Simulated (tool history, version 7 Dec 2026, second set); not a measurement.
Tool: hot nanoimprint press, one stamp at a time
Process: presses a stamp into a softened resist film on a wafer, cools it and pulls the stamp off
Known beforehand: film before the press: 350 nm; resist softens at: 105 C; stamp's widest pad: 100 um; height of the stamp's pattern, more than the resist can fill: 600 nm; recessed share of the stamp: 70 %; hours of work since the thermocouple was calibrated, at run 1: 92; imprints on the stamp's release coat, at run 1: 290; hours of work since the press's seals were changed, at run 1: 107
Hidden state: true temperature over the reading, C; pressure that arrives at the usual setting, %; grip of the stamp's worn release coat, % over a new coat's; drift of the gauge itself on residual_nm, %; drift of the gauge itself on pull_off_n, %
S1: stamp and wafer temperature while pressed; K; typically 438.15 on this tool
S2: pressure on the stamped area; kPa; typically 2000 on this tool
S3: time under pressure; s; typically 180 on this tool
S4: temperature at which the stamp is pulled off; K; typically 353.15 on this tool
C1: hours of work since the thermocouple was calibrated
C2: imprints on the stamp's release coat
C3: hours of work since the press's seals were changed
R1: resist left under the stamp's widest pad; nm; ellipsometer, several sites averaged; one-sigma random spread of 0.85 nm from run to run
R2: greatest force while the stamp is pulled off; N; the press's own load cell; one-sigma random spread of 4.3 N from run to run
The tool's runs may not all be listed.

run     day      S1    S2   S3      S4   C1    C2   C3     R1   R2
  1   0.000  438.15  2000  180  353.15   92   290  107  136.7  228
  2   0.750  438.15  2120  180  353.15  100   341  114  133.5  234
  3   1.596  439.15  2120  180  353.15  108   398  123  125.6  242
  4   2.042  438.15  2000  282  353.15  113   429  127  113.7  241
  5   2.508  438.15  2000  180  353.15  117   460  132  137.1  239
  6   3.117  438.15  2000  180  353.15  124   502  138  137.4  242
  7   3.683  438.15  2000  180  353.15  129   541  144  139.2  251
  8   4.283  438.15  2480  180  353.15  135   581  150  123.9  258
  9   4.783  438.15  2480  180  353.15  140   615  155  123.2  260
 10   5.229  438.15  2480  180  353.15  145   646  159  123.6  251
 11   6.029  438.15  2280  180  353.15  153   700  168  129.5  277
 12   6.429  438.15  2000   93  353.15  157   727  172  177.5  264
 13   7.112  438.15  2000   93  353.15  164   774  178  177.4  281
 14   7.875  438.15  2000   93  353.15  171   825  186  177.4  279
 15   8.267  438.15  2000  253  353.15  175   852  190  121.1  293
 16   8.783  438.15  2000  180  353.15  181   887  195  139.6  285
 17   9.362  438.15  2000  180  353.15  186   927  201  140.0  282
 18   9.838  440.15  1540  180  343.15  191   959  206  140.1  359
 19  10.612  450.15  2000  180  353.15  199  1012  214   64.8  301
 20  11.004  450.15  2000  180  353.15  203  1038  217   64.1  289
 21  11.550  438.15  2400  180  354.15  208  1075  223  127.8  300
 22  12.075  442.15  2400  171  354.15  214  1111  228  100.0  297
 23  12.883  438.15  1920  187  357.15  222  1166  236  141.8  286
 24  13.467  439.15  2000  180  353.15  228  1205  242  131.7  315
 25  13.846  439.15  2000  180  353.15  231  1231  246  132.0  313
     14.154  -- stamp cleaned and given a new release coat
 26  14.462  439.15  2000  180  353.15  235    21  250  133.3  204
 27  14.896  439.15  2000  180  353.15  239    51  254  131.7  214
 28  15.425  438.15  3000  180  353.15  245    87  259  115.7  216
 29  16.046  438.15  2000  180  348.15  251   129  266  140.9  247
 30  16.562  438.15  2000  223  348.15  256   164  271  129.0  252
 31  17.129  449.15  1690  319  346.15  262   203  277   59.7  252

Hidden condition of the tool, last listed run before each entry between runs versus first listed run after:
Logged between run 25 and run 26: stamp cleaned and given a new release coat (day 14.154)
  true temperature over the reading, C: -0.47 -> -0.48; pressure that arrives at the usual setting, %: 99.02 -> 99.01; grip of the stamp's worn release coat, % over a new coat's: 49.4 -> 0.8
  measured value less the no-hidden-state value, R1: +4.6 -> +4.8 nm; R2: +106 -> +4 N
